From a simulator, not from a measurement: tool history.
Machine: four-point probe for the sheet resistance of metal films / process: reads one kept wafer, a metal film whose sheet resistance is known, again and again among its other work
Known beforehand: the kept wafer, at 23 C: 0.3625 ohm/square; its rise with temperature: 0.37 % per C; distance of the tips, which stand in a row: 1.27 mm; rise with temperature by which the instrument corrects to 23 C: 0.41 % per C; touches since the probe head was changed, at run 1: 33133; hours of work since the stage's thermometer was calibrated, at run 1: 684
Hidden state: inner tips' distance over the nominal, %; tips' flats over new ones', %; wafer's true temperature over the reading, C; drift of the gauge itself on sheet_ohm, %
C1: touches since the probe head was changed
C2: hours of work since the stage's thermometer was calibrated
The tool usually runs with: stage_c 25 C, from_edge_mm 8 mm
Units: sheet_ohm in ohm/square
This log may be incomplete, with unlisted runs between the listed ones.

{"run": 1, "hour": 0.0, "stage_c": 25, "from_edge_mm": 8, "C1": 33133, "C2": 684, "sheet_ohm": 0.368703}
{"run": 2, "hour": 26.4, "stage_c": 21, "from_edge_mm": 8, "C1": 34307, "C2": 698, "sheet_ohm": 0.369154}
{"run": 3, "hour": 51.7, "stage_c": 21, "from_edge_mm": 67, "C1": 35428, "C2": 712, "sheet_ohm": 0.36428}
{"run": 4, "hour": 73.1, "stage_c": 21, "from_edge_mm": 67, "C1": 36377, "C2": 723, "sheet_ohm": 0.364399}
{"run": 5, "hour": 92.5, "stage_c": 25, "from_edge_mm": 69, "C1": 37240, "C2": 733, "sheet_ohm": 0.364019}
{"run": 6, "hour": 108.8, "stage_c": 25, "from_edge_mm": 6, "C1": 37963, "C2": 742, "sheet_ohm": 0.372494}
{"run": 7, "hour": 126.3, "stage_c": 24, "from_edge_mm": 8, "C1": 38739, "C2": 751, "sheet_ohm": 0.368789}
{"run": 8, "hour": 147.5, "stage_c": 24, "from_edge_mm": 10, "C1": 39682, "C2": 762, "sheet_ohm": 0.36706}
{"run": 9, "hour": 160.8, "stage_c": 25, "from_edge_mm": 8, "C1": 40274, "C2": 770, "sheet_ohm": 0.368752}
{"run": 10, "hour": 174.9, "stage_c": 25, "from_edge_mm": 8, "C1": 40900, "C2": 777, "sheet_ohm": 0.368815}
{"run": 11, "hour": 195.4, "stage_c": 25, "from_edge_mm": 8, "C1": 41807, "C2": 788, "sheet_ohm": 0.368715}
{"run": 12, "hour": 223.5, "stage_c": 25, "from_edge_mm": 8, "C1": 43054, "C2": 803, "sheet_ohm": 0.368865}
{"run": 13, "hour": 244.2, "stage_c": 25, "from_edge_mm": 8, "C1": 43972, "C2": 814, "sheet_ohm": 0.368835}
{"run": 14, "hour": 270.1, "stage_c": 25, "from_edge_mm": 8, "C1": 45125, "C2": 828, "sheet_ohm": 0.368771}
{"run": 15, "hour": 288.1, "stage_c": 25, "from_edge_mm": 8, "C1": 45923, "C2": 837, "sheet_ohm": 0.368927}
{"hour": 291.0, "done": "stage's thermometer calibrated"}
{"run": 16, "hour": 302.1, "stage_c": 20, "from_edge_mm": 14, "C1": 46521, "C2": 6, "sheet_ohm": 0.36643}
{"run": 17, "hour": 329.3, "stage_c": 18, "from_edge_mm": 23, "C1": 47731, "C2": 20, "sheet_ohm": 0.365614}
{"run": 18, "hour": 356.5, "stage_c": 21, "from_edge_mm": 7, "C1": 48936, "C2": 35, "sheet_ohm": 0.371035}
{"run": 19, "hour": 374.6, "stage_c": 20, "from_edge_mm": 4, "C1": 49743, "C2": 44, "sheet_ohm": 0.383532}
{"hour": 394.5, "done": "stage's thermometer calibrated, once more"}
{"run": 20, "hour": 403.5, "stage_c": 20, "from_edge_mm": 41, "C1": 51000, "C2": 5, "sheet_ohm": 0.36466}
{"run": 21, "hour": 424.0, "stage_c": 27, "from_edge_mm": 12, "C1": 51912, "C2": 16, "sheet_ohm": 0.365801}
{"run": 22, "hour": 450.6, "stage_c": 24, "from_edge_mm": 21, "C1": 53091, "C2": 30, "sheet_ohm": 0.364673}
{"run": 23, "hour": 467.0, "stage_c": 32, "from_edge_mm": 21, "C1": 53820, "C2": 39, "sheet_ohm": 0.363877}
{"run": 24, "hour": 490.8, "stage_c": 32, "from_edge_mm": 21, "C1": 54875, "C2": 51, "sheet_ohm": 0.363705}
{"run": 25, "hour": 515.3, "stage_c": 32, "from_edge_mm": 21, "C1": 55966, "C2": 64, "sheet_ohm": 0.363729}
{"run": 26, "hour": 539.6, "stage_c": 32, "from_edge_mm": 21, "C1": 57046, "C2": 77, "sheet_ohm": 0.363912}
{"run": 27, "hour": 563.0, "stage_c": 28, "from_edge_mm": 8, "C1": 58083, "C2": 90, "sheet_ohm": 0.368579}
{"run": 28, "hour": 582.0, "stage_c": 25, "from_edge_mm": 66, "C1": 58928, "C2": 100, "sheet_ohm": 0.36408}

3 options for the next run, each taken on its own from the tool as it stands now. Forecast them:
{"run": "A", "hour": 602.1, "stage_c": 18, "from_edge_mm": 66, "C1": 59817, "C2": 110, "sheet_ohm": "?"}
{"run": "B", "hour": 602.1, "stage_c": 29, "from_edge_mm": 32, "C1": 59817, "C2": 110, "sheet_ohm": "?"}
{"run": "C", "hour": 602.1, "stage_c": 32, "from_edge_mm": 5, "C1": 59817, "C2": 110, "sheet_ohm": "?"}

run=A sheet_ohm=0.364976
run=B sheet_ohm=0.363781
run=C sheet_ohm=0.375244
With no hidden state in the tool, these same runs would have given:
run=A sheet_ohm=0.363224
run=B sheet_ohm=0.362038
run=C sheet_ohm=0.373453
